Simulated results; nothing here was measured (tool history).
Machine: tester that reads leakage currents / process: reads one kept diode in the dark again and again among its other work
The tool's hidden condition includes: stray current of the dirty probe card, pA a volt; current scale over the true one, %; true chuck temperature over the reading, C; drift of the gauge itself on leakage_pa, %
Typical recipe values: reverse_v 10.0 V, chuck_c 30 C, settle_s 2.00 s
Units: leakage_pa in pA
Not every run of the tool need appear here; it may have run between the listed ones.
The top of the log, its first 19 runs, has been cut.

run,hour,reverse_v,chuck_c,settle_s,hours of work since the probe card was cleaned,hours of work since the tester was calibrated,hours of work since the chuck was calibrated,leakage_pa
20,833.3,10.0,30,2.00,3119,2230,1565,292.79
21,870.3,10.0,30,2.00,3143,2254,1589,291.83
22,940.3,12.2,41,2.00,3190,2300,1636,823.21
23,1008.6,1.9,31,0.76,3235,2346,1681,149.36
24,1077.1,1.9,31,0.76,3280,2391,1726,149.92
25,1140.2,7.0,26,0.76,3322,2433,1768,179.73
# hour 1147.3: chuck's temperature calibrated
26,1186.3,7.0,26,0.76,3351,2462,26,185.40
27,1224.7,13.6,29,2.22,3377,2487,51,329.32
28,1292.7,10.0,30,2.00,3422,2532,96,310.09
# hour 1302.5: chuck's temperature calibrated, once more
29,1352.5,10.0,30,0.38,3460,2571,33,262.03
30,1421.0,20.0,33,2.00,3505,2616,78,465.57
31,1468.3,20.0,33,2.00,3537,2647,110,467.80
32,1513.6,1.3,30,2.00,3567,2677,140,98.70
33,1568.8,2.8,26,3.46,3603,2714,176,98.40
34,1620.3,9.5,44,5.77,3637,2748,210,833.28
35,1653.1,9.5,44,5.77,3659,2770,232,833.12
36,1723.8,9.5,44,5.77,3706,2817,279,834.42
37,1753.1,9.5,44,5.77,3725,2836,298,840.95
38,1799.9,1.8,56,2.00,3756,2867,329,1065.80
39,1841.6,10.0,22,2.00,3784,2895,357,136.93
40,1904.1,6.5,26,5.05,3825,2936,398,152.79

3 options for the next run, each taken on its own from the tool as it stands now. Forecast them:
# hour 1919.8: probe card cleaned and baked
A,1953.9,11.6,26,0.84,23,2967,429,?
# hour 1919.8: probe card cleaned and baked
B,1953.9,8.7,49,2.00,23,2967,429,?
# hour 1919.8: probe card cleaned and baked
C,1953.9,10.0,21,2.41,23,2967,429,?

run,leakage_pa
A,180.49
B,1212.62
C,102.86
Without the tool's unlogged condition, the same runs would have read:
run,leakage_pa
A,173.86
B,1174.83
C,98.84
